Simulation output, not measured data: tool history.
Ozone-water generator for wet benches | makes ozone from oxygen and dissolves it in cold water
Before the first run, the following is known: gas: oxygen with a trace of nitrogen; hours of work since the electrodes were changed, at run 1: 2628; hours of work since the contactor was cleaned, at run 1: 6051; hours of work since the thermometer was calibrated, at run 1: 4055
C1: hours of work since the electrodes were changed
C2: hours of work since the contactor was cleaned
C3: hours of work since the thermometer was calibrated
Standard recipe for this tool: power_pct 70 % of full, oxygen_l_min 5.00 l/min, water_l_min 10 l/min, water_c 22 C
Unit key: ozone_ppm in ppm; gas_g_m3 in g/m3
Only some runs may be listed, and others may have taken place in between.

Run 1, hour 0.0: usual settings; C1 2628; C2 6051; C3 4055. Result: ozone_ppm 23.4 ppm, gas_g_m3 206.5 g/m3.
Run 2, hour 94.9: usual settings; C1 2711; C2 6134; C3 4137. Result: ozone_ppm 23.4 ppm, gas_g_m3 208.3 g/m3.
Run 3, hour 206.7: usual settings; C1 2808; C2 6231; C3 4234. Result: ozone_ppm 23.3 ppm, gas_g_m3 205.9 g/m3.
Run 4, hour 291.4: usual settings; C1 2881; C2 6304; C3 4308. Result: ozone_ppm 23.4 ppm, gas_g_m3 205.0 g/m3.
Run 5, hour 396.6: usual settings; C1 2973; C2 6396; C3 4399. Result: ozone_ppm 23.5 ppm, gas_g_m3 206.3 g/m3.
Run 6, hour 461.1: usual settings; C1 3029; C2 6452; C3 4455. Result: ozone_ppm 23.3 ppm, gas_g_m3 208.0 g/m3.
Run 7, hour 518.4: usual settings; C1 3078; C2 6502; C3 4505. Result: ozone_ppm 23.3 ppm, gas_g_m3 206.2 g/m3.
At hour 586.6: water thermometer calibrated.
Run 8, hour 615.9: usual settings; C1 3163; C2 6586; C3 25. Result: ozone_ppm 23.6 ppm, gas_g_m3 208.6 g/m3.
Run 9, hour 715.1: usual settings; C1 3249; C2 6672; C3 112. Result: ozone_ppm 23.3 ppm, gas_g_m3 208.2 g/m3.
Run 10, hour 796.0: usual settings; C1 3319; C2 6742; C3 182. Result: ozone_ppm 23.4 ppm, gas_g_m3 207.3 g/m3.
Run 11, hour 906.4: usual settings; C1 3415; C2 6838; C3 278. Result: ozone_ppm 23.5 ppm, gas_g_m3 208.1 g/m3.
Run 12, hour 965.1: usual settings but power_pct 94 % of full, oxygen_l_min 3.99 l/min, water_l_min 7 l/min; C1 3466; C2 6889; C3 329. Result: ozone_ppm 39.8 ppm, gas_g_m3 296.2 g/m3.
Run 13, hour 1025.8: usual settings; C1 3518; C2 6942; C3 381. Result: ozone_ppm 23.1 ppm, gas_g_m3 207.5 g/m3.
Run 14, hour 1096.2: usual settings; C1 3580; C2 7003; C3 442. Result: ozone_ppm 23.3 ppm, gas_g_m3 207.2 g/m3.
Run 15, hour 1147.1: usual settings but power_pct 49 % of full, water_l_min 12 l/min, water_c 17 C; C1 3624; C2 7047; C3 487. Result: ozone_ppm 15.7 ppm, gas_g_m3 151.2 g/m3.
At hour 1217.3: contactor cleaned.
Run 16, hour 1274.3: usual settings but power_pct 49 % of full, oxygen_l_min 6.54 l/min, water_l_min 12 l/min, water_c 17 C; C1 3731; C2 49; C3 594. Result: ozone_ppm 16.2 ppm, gas_g_m3 138.1 g/m3.
Run 17, hour 1365.4: usual settings but power_pct 68 % of full, oxygen_l_min 5.70 l/min, water_l_min 14 l/min, water_c 14 C; C1 3810; C2 129; C3 673. Result: ozone_ppm 19.7 ppm, gas_g_m3 196.4 g/m3.
Run 18, hour 1443.9: usual settings but oxygen_l_min 6.17 l/min; C1 3878; C2 197; C3 741. Result: ozone_ppm 23.3 ppm, gas_g_m3 195.4 g/m3.
Run 19, hour 1508.0: usual settings but oxygen_l_min 4.95 l/min, water_l_min 7 l/min, water_c 15 C; C1 3934; C2 252; C3 797. Result: ozone_ppm 35.0 ppm, gas_g_m3 209.3 g/m3.

Hidden state at the last listed run before each entry between runs and at the first one after, where it differs:
Between runs 7 and 8: water thermometer calibrated (hour 586.6)
  drift of the gauge itself on gas_g_m3, %: 0.4 -> 0.47
  what was measured, less what the result would be without the hidden state, gas_g_m3: +0.8 -> +0.9 g/m3
Between runs 15 and 16: contactor cleaned (hour 1217.3)
  drift of the gauge itself on gas_g_m3, %: 0.88 -> 0.98
  what was measured, less what the result would be without the hidden state, gas_g_m3: +1.2 -> +1.3 g/m3

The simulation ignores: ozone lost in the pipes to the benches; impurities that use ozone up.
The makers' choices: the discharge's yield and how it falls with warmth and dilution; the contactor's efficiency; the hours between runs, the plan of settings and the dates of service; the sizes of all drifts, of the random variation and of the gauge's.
